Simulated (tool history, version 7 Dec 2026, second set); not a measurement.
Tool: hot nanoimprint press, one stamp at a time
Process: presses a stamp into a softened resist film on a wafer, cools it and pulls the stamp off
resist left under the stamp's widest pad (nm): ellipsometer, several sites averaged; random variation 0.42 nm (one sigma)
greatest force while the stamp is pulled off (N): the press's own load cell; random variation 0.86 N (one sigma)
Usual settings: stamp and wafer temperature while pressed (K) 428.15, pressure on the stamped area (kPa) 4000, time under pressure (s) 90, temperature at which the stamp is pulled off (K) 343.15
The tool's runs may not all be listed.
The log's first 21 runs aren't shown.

run,hour,stamp and wafer temperature while pressed (K),pressure on the stamped area (kPa),time under pressure (s),temperature at which the stamp is pulled off (K),resist left under the stamp's widest pad (nm),greatest force while the stamp is pulled off (N)
22,164.7,418.15,4430,52,344.15,398,157.9
23,173.7,418.15,4430,52,344.15,397.9,159.6
24,183.7,425.15,4430,52,343.15,330,165.8
25,189.9,428.15,4000,56,343.15,304.7,164.5
26,194.8,432.15,4870,85,343.15,209.8,167.5
27,202.9,432.15,4870,85,342.15,209.4,171.1
28,208,432.15,4870,85,342.15,209.3,173.1
29,218,426.15,2730,154,337.15,268.5,196.1
30,222.7,426.15,2730,154,337.15,268.7,195.6

3 ways to go on from here, each from the tool as it stands after run 30. What would each give?
A,231.4,428.15,4000,90,334.15,?,?
B,231.4,428.15,4000,90,329.15,?,?
C,231.4,419.15,4000,90,343.15,?,?

run,resist left under the stamp's widest pad (nm),greatest force while the stamp is pulled off (N)
A,259.3,212.7
B,259.8,232.6
C,353,172.5
Without the tool's hidden state the same runs would have given:
run,resist left under the stamp's widest pad (nm),greatest force while the stamp is pulled off (N)
A,261.2,193.4
B,261.7,211.3
C,355.4,157.1

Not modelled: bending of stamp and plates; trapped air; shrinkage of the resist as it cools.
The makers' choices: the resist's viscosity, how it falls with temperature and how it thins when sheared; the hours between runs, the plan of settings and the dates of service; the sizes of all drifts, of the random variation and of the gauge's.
